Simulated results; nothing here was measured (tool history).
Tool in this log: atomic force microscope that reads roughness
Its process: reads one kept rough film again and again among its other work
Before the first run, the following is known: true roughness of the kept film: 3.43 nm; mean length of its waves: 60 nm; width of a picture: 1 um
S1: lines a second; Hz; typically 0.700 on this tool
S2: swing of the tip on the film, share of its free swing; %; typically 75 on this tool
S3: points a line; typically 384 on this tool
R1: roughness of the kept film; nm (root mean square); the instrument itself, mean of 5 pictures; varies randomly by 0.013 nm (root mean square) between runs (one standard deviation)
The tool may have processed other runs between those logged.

run    hour     S1  S2   S3     R1
  1     0.0  0.700  75  384  3.167
  2    36.2  0.700  75  384  3.155
  3    69.2  0.700  64  384  3.229
  4   105.9  0.700  75  384  3.135
      139.0  -- new tip fitted
  5   139.0  0.700  75  384  3.156
  6   168.4  0.700  75  384  3.138
  7   209.4  0.700  75  384  3.150
  8   250.4  0.700  75  384  3.162
  9   277.6  0.700  75  384  3.151
      314.3  -- new tip fitted
 10   321.1  0.700  66  384  3.218
 11   360.1  0.700  66  384  3.222
 12   389.0  0.700  66  384  3.199
 13   408.7  0.700  66  384  3.225
 14   431.1  0.700  79  384  3.131
 15   462.5  0.700  79  384  3.123
      487.4  -- new tip fitted
 16   506.5  0.700  79  384  3.126
 17   549.4  0.700  79  384  3.130
 18   587.1  0.700  79  384  3.134
 19   633.1  0.700  79  384  3.160
      662.4  -- new tip fitted
 20   664.5  0.700  75  384  3.150
 21   701.6  0.700  75  384  3.187
 22   733.7  0.700  75  384  3.155
 23   754.2  0.700  75  384  3.167
 24   795.9  0.700  75  278  3.169
 25   814.9  0.700  75  278  3.179
      836.1  -- new tip fitted
 26   847.1  0.700  75  467  3.163
 27   866.5  1.900  66  462  3.104
 28   891.4  1.900  66  462  3.109
 29   937.1  0.572  75  411  3.199
 30   976.3  0.572  75  411  3.183
     1011.5  -- new tip fitted
 31  1023.3  0.700  80  350  3.112
 32  1060.2  0.700  80  350  3.118
 33  1086.2  0.700  80  350  3.121
 34  1130.8  3.531  69  841  2.884
 35  1158.0  3.531  69  841  2.892
     1185.1  -- new tip fitted
 36  1197.2  3.531  60  841  3.034
 37  1234.2  3.531  60  841  3.046
 38  1258.0  0.700  75  752  3.191
 39  1288.5  1.404  67  752  3.143
 40  1315.4  0.997  88  752  2.956
 41  1342.2  0.997  88  752  2.998
     1357.7  -- new tip fitted
 42  1387.2  1.491  70  914  3.098
 43  1415.7  3.020  70  550  2.915
 44  1445.5  0.585  58  965  3.299
 45  1470.9  3.645  66  896  2.927
 46  1498.6  2.614  79  384  2.794
 47  1521.0  1.401  75  567  3.035
     1531.6  -- new tip fitted
 48  1559.4  1.070  67  384  3.188
 49  1594.3  1.070  67  384  3.178
 50  1626.5  1.070  67  384  3.178
 51  1646.6  1.924  56  449  3.182
 52  1693.1  1.924  63  337  3.102

What if the next run were any one of these 3? Each begins from the tool's condition after run 52:
     1705.5  -- new tip fitted
  A  1736.4  0.601  68  440   ?
     1705.5  -- new tip fitted
  B  1736.4  0.644  75  758   ?
     1705.5  -- new tip fitted
  C  1736.4  3.722  71  384   ?

run     R1
  A  3.229
  B  3.181
  C  2.796
With the hidden condition removed and each run's random variation left untouched, the same runs would have given:
run     R1
  A  3.230
  B  3.181
  C  2.796

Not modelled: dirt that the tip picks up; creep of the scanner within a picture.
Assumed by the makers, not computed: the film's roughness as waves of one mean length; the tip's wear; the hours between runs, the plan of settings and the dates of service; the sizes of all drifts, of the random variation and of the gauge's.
